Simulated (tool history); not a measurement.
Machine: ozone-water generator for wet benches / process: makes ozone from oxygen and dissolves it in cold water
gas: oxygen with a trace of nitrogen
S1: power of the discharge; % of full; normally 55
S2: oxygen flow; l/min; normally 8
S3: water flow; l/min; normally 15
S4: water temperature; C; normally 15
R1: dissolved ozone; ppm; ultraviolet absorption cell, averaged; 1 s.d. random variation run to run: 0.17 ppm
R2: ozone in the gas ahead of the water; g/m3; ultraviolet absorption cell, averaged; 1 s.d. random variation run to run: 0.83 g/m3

run      day  S1     S2  S3  S4    R1     R2
  1        0  55      8  15  15  23.6    132
  2    4.038  55      8  15  15  23.5  131.1
  3   11.021  55      8  20  15    20    132
  4   16.908  87      8  15  15    33  186.4
  5   22.346  78      8  15  15  30.4  172.3
  6     26.2  62      8  15  15  25.8  145.3
  7    29.65  55      8  15  15  23.5  132.7
  8    33.05  55      8  15  15  23.4  133.2
  9   37.054  55      8  15  15  23.6  132.7
 10   44.112  55      8  15  15  23.7  131.1
 11   47.708  55      8  15  15  23.5  132.7
 12   51.362  55      8  15  15  23.4    133
 13   56.542  55      8  15  15  23.6  131.9
 14   62.888  55      8  15  15  23.3    131
 15   69.642  55      8  15  15  23.6    131
 16   76.592  55      8  15  11  25.4  132.8
 17   81.021  55      8  15  11  25.3  133.9
 18   87.804  55  10.28  14  11  25.2  114.7
 19   91.054  79      8  15  15  30.8  175.1
 20   94.238  96      8  19  15  31.4  199.7
 21  101.421  70      8  15  10  30.9  158.6
 22  104.538  60      8  15  15  25.3  140.3
 23  110.383  60      8  15  15  25.3  142.7
 24  114.942  75      8  15   8  33.6  168.9
 25  120.975  80  10.42  11   9  37.7  150.2
 26  127.208  81  10.42  11   9  38.7  152.5
 27  133.804  81  10.42  11   9  38.9  152.2
 28    137.1  81  10.42  11   9  38.9  152.3
 29  144.058  81  10.42  11   9  39.1  151.7
 30  148.021  52  12.09  19   8  21.1   99.7
 31  151.325  52  12.09  19   8  21.5  100.7
 32   158.35  45  11.41  19  19  15.7   94.2

Taken out of this log: 2 entries between the listed runs. Where each belongs, and how the hidden state differs across it:
Between runs 12 and 13: water thermometer calibrated (day 52.275)
  both runs share identical hidden conditions
Between runs 30 and 31: contactor cleaned (day 149.2)
  both runs share identical hidden conditions

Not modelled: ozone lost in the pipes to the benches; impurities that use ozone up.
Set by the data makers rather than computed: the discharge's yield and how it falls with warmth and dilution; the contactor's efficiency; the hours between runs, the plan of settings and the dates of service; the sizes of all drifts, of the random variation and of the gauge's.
